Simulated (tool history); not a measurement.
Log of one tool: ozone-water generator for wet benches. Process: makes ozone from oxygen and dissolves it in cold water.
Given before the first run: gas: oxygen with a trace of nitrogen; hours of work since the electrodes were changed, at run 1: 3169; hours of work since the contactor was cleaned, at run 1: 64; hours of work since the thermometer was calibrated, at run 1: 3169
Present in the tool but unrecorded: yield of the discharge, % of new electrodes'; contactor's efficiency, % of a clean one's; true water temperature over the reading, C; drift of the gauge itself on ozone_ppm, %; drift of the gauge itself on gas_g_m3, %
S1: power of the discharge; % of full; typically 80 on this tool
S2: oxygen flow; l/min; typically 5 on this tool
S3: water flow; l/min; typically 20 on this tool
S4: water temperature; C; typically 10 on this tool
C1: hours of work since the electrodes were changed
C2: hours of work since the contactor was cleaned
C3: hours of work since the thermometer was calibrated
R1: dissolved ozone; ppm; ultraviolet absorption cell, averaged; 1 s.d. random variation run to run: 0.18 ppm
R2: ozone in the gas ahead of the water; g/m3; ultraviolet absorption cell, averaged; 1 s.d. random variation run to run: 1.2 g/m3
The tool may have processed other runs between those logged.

run,hour,S1,S2,S3,S4,C1,C2,C3,R1,R2
1,0,80,5,20,10,3169,64,3169,22.5,193.1
2,92.5,80,5,20,10,3248,143,3248,22.4,189.7
3,181.3,80,5,20,10,3324,218,3324,22.1,187.6
4,233,80,5,20,10,3368,263,3368,22.1,189.1
5,341.5,46,5,20,10,3461,355,3461,14.8,125.2
6,418.2,46,5,20,10,3527,421,3527,14.9,126
7,515.1,47,5,20,10,3609,504,3609,14.8,126.3
8,616,47,5,20,10,3696,590,3696,14.8,127.9
9,721.9,47,5,20,10,3786,681,3786,14.9,126.7
10,796,47,5,20,10,3849,744,3849,14.7,126.9
# hour 834.4: water thermometer calibrated
11,850.5,47,5,20,10,3896,790,14,14.8,127.4
12,904.5,47,5,20,10,3942,836,60,14.6,125.4
13,994.5,47,5,20,10,4019,913,137,14.7,126.5
14,1065.1,80,5,20,10,4079,974,197,21.8,184.4
15,1137.5,80,5,20,10,4141,1035,259,21.2,186
16,1223.3,80,5,20,10,4214,1109,332,21.3,184.2
17,1311.4,80,5,20,10,4290,1184,408,20.9,183.7
18,1381,80,5,20,10,4349,1244,467,21.1,185.1
19,1483.7,80,5,20,10,4437,1331,555,21,182.4
20,1527.8,87,5,16,6,4475,1369,593,29,190.8
21,1598.6,87,5,14,15,4535,1430,653,27.9,190.7
22,1687.1,51,5.18,13,15,4611,1505,729,20.4,130.2
23,1742.2,80,3.91,20,10,4658,1552,776,20.2,207.2
24,1834.5,80,7.76,26,17,4737,1631,855,14.9,143.1
25,1900.5,80,7.76,26,17,4793,1688,911,14.7,142
26,1963.1,80,7.76,26,17,4847,1741,965,14.6,139.6
27,2045,80,7.76,22,10,4917,1811,1035,19,141.5
28,2143.1,51,8.34,25,13,5001,1895,1119,11.8,97.9
29,2205.9,80,3.46,20,8,5054,1949,1172,19.8,218
30,2259.9,80,3.46,20,8,5100,1995,1218,19.9,218.3
31,2326,80,3.46,20,8,5157,2051,1275,19.9,216.7
32,2371.1,80,5,26,10,5195,2090,1313,15.6,175.6
33,2428,80,5,26,10,5244,2138,1362,15.5,177.5

Predict each of these 4 candidate next runs independently; none follows another, all start after run 33:
A,2478.8,76,6.46,22,10,5287,2182,1406,?,?
B,2478.8,100,5,26,10,5287,2182,1406,?,?
C,2478.8,43,5,20,8,5287,2182,1406,?,?
D,2478.8,80,5.18,17,10,5287,2182,1406,?,?

run,R1,R2
A,18,150
B,17.6,208.5
C,13.4,115.6
D,23.6,174.6
Take away the tool's hidden state, keep each run's random variation, and the runs would have read:
run,R1,R2
A,22.5,178.6
B,22.9,256.9
C,15.6,128.3
D,29.4,209.1
